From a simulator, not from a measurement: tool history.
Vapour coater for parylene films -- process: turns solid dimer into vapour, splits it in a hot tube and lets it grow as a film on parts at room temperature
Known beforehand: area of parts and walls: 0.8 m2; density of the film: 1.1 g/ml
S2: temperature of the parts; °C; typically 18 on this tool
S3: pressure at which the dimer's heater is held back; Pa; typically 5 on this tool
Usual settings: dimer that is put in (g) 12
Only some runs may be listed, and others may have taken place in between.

Run 1, hour 0: usual settings. Result: thickness of the film (um) 7.
Run 2, hour 13.6: usual settings. Result: thickness of the film (um) 6.94.
Run 3, hour 26.4: usual settings. Result: thickness of the film (um) 7.04.
Run 4, hour 51.2: usual settings but dimer that is put in (g) 5. Result: thickness of the film (um) 2.91.
Run 5, hour 75.4: usual settings but dimer that is put in (g) 5. Result: thickness of the film (um) 2.89.
Run 6, hour 96: usual settings but dimer that is put in (g) 13. Result: thickness of the film (um) 7.37.
Run 7, hour 118.8: usual settings but S2 21 °C. Result: thickness of the film (um) 6.06.
Run 8, hour 131.3: usual settings but S2 21 °C. Result: thickness of the film (um) 6.07.
Run 9, hour 145: usual settings. Result: thickness of the film (um) 6.77.
Run 10, hour 168.5: usual settings but S2 19 °C. Result: thickness of the film (um) 6.51.
Run 11, hour 186.5: usual settings but S2 19 °C. Result: thickness of the film (um) 6.51.
Run 12, hour 200.3: usual settings but S2 19 °C. Result: thickness of the film (um) 6.44.
Run 13, hour 229.5: usual settings but S2 19 °C. Result: thickness of the film (um) 6.42.
Run 14, hour 243: usual settings but S2 19 °C. Result: thickness of the film (um) 6.46.
Run 15, hour 261.3: usual settings. Result: thickness of the film (um) 6.64.
Run 16, hour 290.9: usual settings. Result: thickness of the film (um) 6.64.
Run 17, hour 318.7: usual settings. Result: thickness of the film (um) 6.64.
Run 18, hour 344.6: usual settings. Result: thickness of the film (um) 6.44.
Run 19, hour 358.4: usual settings but S2 17 °C. Result: thickness of the film (um) 6.73.
Run 20, hour 373: usual settings but S3 7.37 Pa. Result: thickness of the film (um) 6.04.
Run 21, hour 389.2: usual settings but dimer that is put in (g) 6. Result: thickness of the film (um) 3.24.
Run 22, hour 417.2: usual settings but dimer that is put in (g) 6, S2 23 °C. Result: thickness of the film (um) 2.68.
Run 23, hour 434.9: usual settings but dimer that is put in (g) 6, S2 23 °C. Result: thickness of the film (um) 2.65.
Run 24, hour 454.6: usual settings but S2 12 °C. Result: thickness of the film (um) 8.01.
Run 25, hour 479.2: usual settings but S3 10.23 Pa. Result: thickness of the film (um) 5.65.
Run 26, hour 492.2: usual settings but dimer that is put in (g) 13, S3 5.31 Pa. Result: thickness of the film (um) 6.82.
Run 27, hour 506.1: usual settings but dimer that is put in (g) 8, S3 5.31 Pa. Result: thickness of the film (um) 4.17.
Run 28, hour 528.7: usual settings but dimer that is put in (g) 9, S2 13 °C. Result: thickness of the film (um) 5.78.
Run 29, hour 558.2: usual settings but dimer that is put in (g) 9, S2 13 °C. Result: thickness of the film (um) 5.65.
Run 30, hour 573.3: usual settings but dimer that is put in (g) 9, S2 24 °C, S3 11.9 Pa. Result: thickness of the film (um) 3.23.
Run 31, hour 589.8: usual settings but dimer that is put in (g) 9, S2 24 °C, S3 7.03 Pa. Result: thickness of the film (um) 3.52.
Run 32, hour 603.3: usual settings but dimer that is put in (g) 6, S2 24 °C, S3 2.27 Pa. Result: thickness of the film (um) 2.89.
Run 33, hour 630.3: usual settings but dimer that is put in (g) 9, S2 24 °C, S3 2.27 Pa. Result: thickness of the film (um) 4.27.
Run 34, hour 652.3: usual settings but dimer that is put in (g) 9, S2 28 °C, S3 6.2 Pa. Result: thickness of the film (um) 3.
At hour 672.9: trap's valve overhauled.
Run 35, hour 674.4: usual settings but dimer that is put in (g) 9, S2 28 °C, S3 6.2 Pa. Result: thickness of the film (um) 3.43.
Run 36, hour 694.2: usual settings but dimer that is put in (g) 9, S2 28 °C, S3 6.2 Pa. Result: thickness of the film (um) 3.39.
Run 37, hour 722: usual settings but dimer that is put in (g) 7, S2 19 °C, S3 10.17 Pa. Result: thickness of the film (um) 3.36.
Run 38, hour 744.2: usual settings but dimer that is put in (g) 7, S2 19 °C, S3 10.17 Pa. Result: thickness of the film (um) 3.39.
Run 39, hour 766.2: usual settings but dimer that is put in (g) 10, S2 15 °C, S3 3 Pa. Result: thickness of the film (um) 6.96.
Run 40, hour 789.1: usual settings but dimer that is put in (g) 19. Result: thickness of the film (um) 10.88.
At hour 807.1: table's thermometer calibrated.
Run 41, hour 808.6: usual settings but dimer that is put in (g) 19, S3 5.25 Pa. Result: thickness of the film (um) 11.06.
Run 42, hour 836.5: usual settings but dimer that is put in (g) 18, S2 26 °C, S3 7.47 Pa. Result: thickness of the film (um) 7.21.
Run 43, hour 850.6: usual settings but S2 10 °C, S3 6.36 Pa. Result: thickness of the film (um) 8.99.
Run 44, hour 866.6: usual settings but dimer that is put in (g) 11, S2 21 °C. Result: thickness of the film (um) 5.7.
Run 45, hour 892.4: usual settings but dimer that is put in (g) 10, S2 11 °C, S3 7.15 Pa. Result: thickness of the film (um) 7.04.
Run 46, hour 910: usual settings but dimer that is put in (g) 10, S2 11 °C, S3 7.15 Pa. Result: thickness of the film (um) 7.02.
Run 47, hour 931.6: usual settings but dimer that is put in (g) 11, S2 22 °C, S3 3.49 Pa. Result: thickness of the film (um) 5.84.

Forecast each of these 4 alternatives for the next run:
Run A, hour 956.5: usual settings but S2 27 °C. Result: thickness of the film (um) ?.
Run B, hour 956.5: usual settings but dimer that is put in (g) 11, S2 23 °C, S3 3.49 Pa. Result: thickness of the film (um) ?.
Run C, hour 956.5: usual settings but dimer that is put in (g) 11, S2 22 °C, S3 2.98 Pa. Result: thickness of the film (um) ?.
Run D, hour 956.5: usual settings but dimer that is put in (g) 16, S2 22 °C, S3 3.49 Pa. Result: thickness of the film (um) ?.

run  thickness of the film (um)
  A                        4.88
  B                        5.58
  C                        5.93
  D                         8.4
Without the tool's unlogged condition, the same runs would have read:
run  thickness of the film (um)
  A                        5.16
  B                         5.9
  C                        6.27
  D                        8.88

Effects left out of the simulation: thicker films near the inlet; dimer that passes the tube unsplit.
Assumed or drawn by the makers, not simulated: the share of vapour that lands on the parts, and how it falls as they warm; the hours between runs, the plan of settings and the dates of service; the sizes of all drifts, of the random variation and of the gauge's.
